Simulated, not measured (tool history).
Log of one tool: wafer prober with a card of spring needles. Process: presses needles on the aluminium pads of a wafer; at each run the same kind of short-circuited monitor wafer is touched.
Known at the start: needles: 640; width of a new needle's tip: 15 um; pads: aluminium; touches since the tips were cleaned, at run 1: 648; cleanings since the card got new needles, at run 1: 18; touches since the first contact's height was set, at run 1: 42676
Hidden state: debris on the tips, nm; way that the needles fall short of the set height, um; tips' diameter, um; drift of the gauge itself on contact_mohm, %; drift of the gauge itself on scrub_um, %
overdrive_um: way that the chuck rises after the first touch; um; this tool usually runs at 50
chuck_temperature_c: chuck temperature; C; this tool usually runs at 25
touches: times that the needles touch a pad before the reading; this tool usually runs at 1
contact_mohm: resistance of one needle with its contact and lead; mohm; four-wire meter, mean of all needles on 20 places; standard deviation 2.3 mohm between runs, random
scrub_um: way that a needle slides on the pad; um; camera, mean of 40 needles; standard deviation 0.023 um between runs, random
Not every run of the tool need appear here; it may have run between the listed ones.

run,hour,overdrive_um,chuck_temperature_c,touches,touches since the tips were cleaned,cleanings since the card got new needles,touches since the first contact's height was set,contact_mohm,scrub_um
1,0,50,25,1,648,18,42676,253,13.55
2,18.5,50,25,1,3362,18,45390,252,13.55
3,30.5,50,25,2,5112,18,47140,250,13.5
# hour 38.4: tips cleaned on abrasive film
4,49.7,50,25,2,1660,19,49950,251,13.53
5,60.4,50,25,2,3228,19,51518,250,13.54
6,78.3,50,25,1,5853,19,54143,251,13.51
# hour 80.2: tips cleaned on abrasive film
7,98.4,50,25,3,2668,20,57062,254,13.45
8,108.1,50,25,3,4100,20,58494,250,13.48
# hour 122.6: tips cleaned on abrasive film
9,125.1,50,25,3,379,21,60974,251,13.42
10,135.7,50,25,3,1928,21,62523,253,13.41
11,149.5,50,25,3,3948,21,64543,251,13.42
# hour 164.4: tips cleaned on abrasive film
12,168.5,63,29,2,589,22,67308,247,16.87
13,185.4,44,73,3,3068,22,69787,265,11.74
# hour 186.5: height of the first contact set anew
14,195.5,33,25,1,4503,22,1310,268,8.83
# hour 206.3: tips cleaned on abrasive film
15,212.9,50,42,1,965,23,3849,259,13.32
16,228.7,37,83,2,3287,23,6171,274,9.85
17,246.5,59,33,2,5891,23,8775,250,15.66
# hour 247.8: tips cleaned on abrasive film
# hour 256.5: gauge calibrated
18,262.5,55,96,2,2162,24,11107,272,14.93
19,273.5,50,118,2,3776,24,12721,281,13.56

5 options for the next run, each taken on its own from the tool as it stands now. Forecast them:
A,283.6,57,34,2,5258,24,14203,?,?
B,283.6,65,55,1,5258,24,14203,?,?
C,283.6,63,25,1,5258,24,14203,?,?
D,283.6,50,77,2,5258,24,14203,?,?
E,283.6,56,25,1,5258,24,14203,?,?

run,contact_mohm,scrub_um
A,251,15.44
B,260,17.63
C,245,17.08
D,271,13.55
E,248,15.17
Take away the tool's hidden state, keep each run's random variation, and the runs would have read:
run,contact_mohm,scrub_um
A,251,15.48
B,259,17.67
C,245,17.12
D,271,13.58
E,247,15.2
